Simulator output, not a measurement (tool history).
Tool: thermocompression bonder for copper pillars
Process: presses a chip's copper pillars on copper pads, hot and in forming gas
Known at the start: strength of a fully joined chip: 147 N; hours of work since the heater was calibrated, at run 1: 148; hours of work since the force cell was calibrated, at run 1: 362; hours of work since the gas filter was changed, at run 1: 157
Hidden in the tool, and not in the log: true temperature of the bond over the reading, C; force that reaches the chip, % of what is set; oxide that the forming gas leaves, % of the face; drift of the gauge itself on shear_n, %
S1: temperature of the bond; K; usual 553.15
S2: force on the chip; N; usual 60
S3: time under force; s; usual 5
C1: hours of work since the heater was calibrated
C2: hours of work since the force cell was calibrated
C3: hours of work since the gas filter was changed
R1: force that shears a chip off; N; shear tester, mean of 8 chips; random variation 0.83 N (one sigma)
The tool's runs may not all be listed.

run     day      S1  S2  S3   C1   C2   C3     R1
  1   0.000  553.15  60   5  148  362  157   85.3
  2   0.250  553.15  60   5  151  365  160   85.8
  3   0.679  553.15  60   5  156  370  165   86.1
  4   1.025  553.15  60   5  160  374  169   84.2
  5   1.404  553.15  83   5  165  379  174  106.0
  6   1.721  553.15  60   5  169  382  177   85.7
  7   2.150  553.15  60   5  174  388  183   85.4
  8   2.450  553.15  60   5  177  391  186   86.3
  9   2.808  553.15  60   5  182  395  191   85.6
 10   3.121  553.15  60   5  186  399  194   84.1
 11   3.492  553.15  60   5  190  404  199   85.7
 12   3.812  553.15  60   5  194  408  203   85.9
 13   4.204  553.15  60   5  199  412  207   85.3
 14   4.612  553.15  60   5  204  417  212   84.8
 15   4.858  553.15  60   3  206  420  215   72.9
 16   5.046  553.15  60   3  209  422  217   72.5
 17   5.250  553.15  60   3  211  425  220   71.6
 18   5.575  553.15  50   5  215  429  224   72.3
 19   5.871  553.15  50   5  219  432  227   73.0
 20   6.292  553.15  48   5  224  437  232   71.2
 21   6.688  561.15  60   5  228  442  237   93.3
      6.879  -- forming gas filter changed
 22   7.092  553.15  72   6  233  447    3  104.6
 23   7.475  553.15  72   6  238  451    7  105.4
 24   7.833  553.15  72   6  242  456   11  104.5
 25   8.054  525.15  72   3  245  458   14   58.0
 26   8.258  533.15  40   6  247  461   17   46.8
 27   8.446  553.15  65   5  249  463   19   94.8
 28   8.717  553.15  65   5  253  466   22   93.5
 29   9.029  524.15  47   3  256  470   26   36.5
 30   9.246  582.15  60  12  259  473   28  133.3
 31   9.617  553.15  51   5  263  477   33   77.4
 32   9.908  553.15  41   5  267  481   36   61.8
 33  10.179  550.15  60   9  270  484   40   98.9
 34  10.367  550.15  60   9  272  486   42  100.1
 35  10.600  550.15  60   9  275  489   45   99.8
 36  10.925  576.15  38  12  279  493   49  102.9
 37  11.208  576.15  39  12  283  496   52  105.1
 38  11.538  535.15  48  12  287  500   56   75.9
 39  11.938  535.15  61  12  291  505   61   91.8
 40  12.200  565.15  60   5  295  508   64   99.2

Hidden state or all else? Some run-to-run changes of R1, split into what the settings, what came in and random variation would give without the hidden state, and what is left for the hidden state (with any gauge scatter that isn't in both results):
Run 4 -> 5: S2 60 -> 83. R1 +21.8 N: hidden state -0.6, all else +22.4.
Run 20 -> 21: S1 553.15 -> 561.15, S2 48 -> 60. R1 +22.1 N: hidden state -0.7, all else +22.8.
Run 21 -> 22: S1 561.15 -> 553.15, S2 60 -> 72, S3 5 -> 6, forming gas filter changed. R1 +11.3 N: hidden state +2.9, all else +8.4.
Run 28 -> 29: S1 553.15 -> 524.15, S2 65 -> 47, S3 5 -> 3. R1 -57.0 N: hidden state -0.4, all else -56.6.
Run 29 -> 30: S1 524.15 -> 582.15, S2 47 -> 60, S3 3 -> 12. R1 +96.8 N: hidden state -0.3, all else +97.1.
Run 30 -> 31: S1 582.15 -> 553.15, S2 60 -> 51, S3 12 -> 5. R1 -55.9 N: hidden state +0.6, all else -56.5.
